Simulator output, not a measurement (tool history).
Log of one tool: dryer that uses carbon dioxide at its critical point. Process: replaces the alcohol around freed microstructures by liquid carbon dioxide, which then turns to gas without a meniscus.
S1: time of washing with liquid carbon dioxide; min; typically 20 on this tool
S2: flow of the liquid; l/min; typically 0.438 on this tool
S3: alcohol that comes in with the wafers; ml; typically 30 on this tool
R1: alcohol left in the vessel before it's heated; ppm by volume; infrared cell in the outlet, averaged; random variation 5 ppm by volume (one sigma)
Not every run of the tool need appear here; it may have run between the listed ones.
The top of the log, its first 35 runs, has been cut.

Run 36, hour 538.6: usual settings. Result: R1 81 ppm by volume.
Run 37, hour 557.9: usual settings. Result: R1 68 ppm by volume.
Run 38, hour 577.4: usual settings. Result: R1 68 ppm by volume.
Run 39, hour 591.7: usual settings. Result: R1 80 ppm by volume.
Run 40, hour 611.3: usual settings but S1 14 min, S2 0.293 l/min, S3 24 ml. Result: R1 692 ppm by volume.
Run 41, hour 631.4: usual settings but S1 14 min, S2 0.293 l/min, S3 24 ml. Result: R1 691 ppm by volume.
Run 42, hour 644.3: usual settings but S1 14 min, S2 0.293 l/min, S3 24 ml. Result: R1 677 ppm by volume.
Run 43, hour 665.4: usual settings but S1 14 min, S2 0.293 l/min, S3 24 ml. Result: R1 674 ppm by volume.
Run 44, hour 682.8: usual settings but S1 27 min, S2 0.504 l/min, S3 26 ml. Result: R1 65 ppm by volume.
Run 45, hour 692.3: usual settings but S1 27 min, S2 0.504 l/min, S3 26 ml. Result: R1 60 ppm by volume.
Run 46, hour 706.4: usual settings but S1 26 min, S2 0.653 l/min, S3 102 ml. Result: R1 58 ppm by volume.
Run 47, hour 720.3: usual settings but S2 0.508 l/min, S3 33 ml. Result: R1 75 ppm by volume.

4 ways to go on from here, each from the tool as it stands after run 47. What would each give?
Run A, hour 739.2: usual settings but S2 0.269 l/min. Result: R1 ?.
Run B, hour 739.2: usual settings but S1 28 min, S2 0.477 l/min. Result: R1 ?.
Run C, hour 739.2: usual settings but S2 0.703 l/min, S3 58 ml. Result: R1 ?.
Run D, hour 739.2: usual settings but S1 32 min, S2 0.621 l/min, S3 33 ml. Result: R1 ?.

run   R1
  A  322
  B   69
  C   78
  D   65
With the hidden condition removed and each run's random variation left untouched, the same runs would have given:
run   R1
  A  194
  B    3
  C   11
  D    0
